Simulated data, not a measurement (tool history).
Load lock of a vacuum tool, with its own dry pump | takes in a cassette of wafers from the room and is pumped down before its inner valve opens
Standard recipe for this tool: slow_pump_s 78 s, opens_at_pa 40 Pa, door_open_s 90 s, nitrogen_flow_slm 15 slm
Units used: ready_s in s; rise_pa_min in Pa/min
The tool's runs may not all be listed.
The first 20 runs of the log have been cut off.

run    hour  slow_pump_s  opens_at_pa  door_open_s  nitrogen_flow_slm  incoming humidity of the room's air, %  ready_s  rise_pa_min
     1637.6  -- door's seal changed, seat wiped
 21  1697.0           78           70           52                 44                                    45.3    148.4        0.013
 22  1754.4           78           70           52                 44                                    46.8    148.1        0.010
 23  1810.5          111           40          192                 15                                    41.7    180.9        0.037
 24  1909.8          103           56           99                 15                                    45.0    168.1        0.028
 25  1974.3           68           40           45                 15                                    48.0    146.5        0.023
 26  2054.7          119           40           98                  4                                    47.1    185.5        0.062
 27  2137.9          119           40           98                  4                                    45.2    187.2        0.063
 28  2196.9          119           40           98                  4                                    46.7    186.3        0.062
 29  2275.9           63           40          142                  4                                    43.7    143.1        0.078
 30  2342.5           78           45           90                 12                                    44.7    152.7        0.040
 31  2395.3           40           36           90                 12                                    43.2    128.1        0.040
 32  2492.8           40           45           67                  6                                    44.7    125.7        0.053
 33  2567.3           40           45           67                  6                                    44.4    124.3        0.053
 34  2655.0          119           71           71                 15                                    42.3    178.9        0.037
 35  2734.6          119           71           41                 15                                    47.5    179.7        0.039
 36  2808.9          119           71          178                 15                                    43.7    178.5        0.057
 37  2885.3          119           71          178                 15                                    46.8    178.3        0.063
 38  2937.7          119           71          178                 15                                    43.4    181.2        0.065

3 ways to go on from here, each from the tool as it stands after run 38. What would each give?
  A  3029.8          119           71           38                 15                                    42.2        ?            ?
  B  3029.8          119           36          105                 31                                    40.6        ?            ?
  C  3029.8           52           32          178                 15                                    43.3        ?            ?

run  ready_s  rise_pa_min
  A    176.9        0.049
  B    186.5        0.044
  C    138.4        0.064
What these runs would have given with no unlogged condition in the tool:
run  ready_s  rise_pa_min
  A    173.3        0.018
  B    182.3        0.013
  C    133.1        0.033
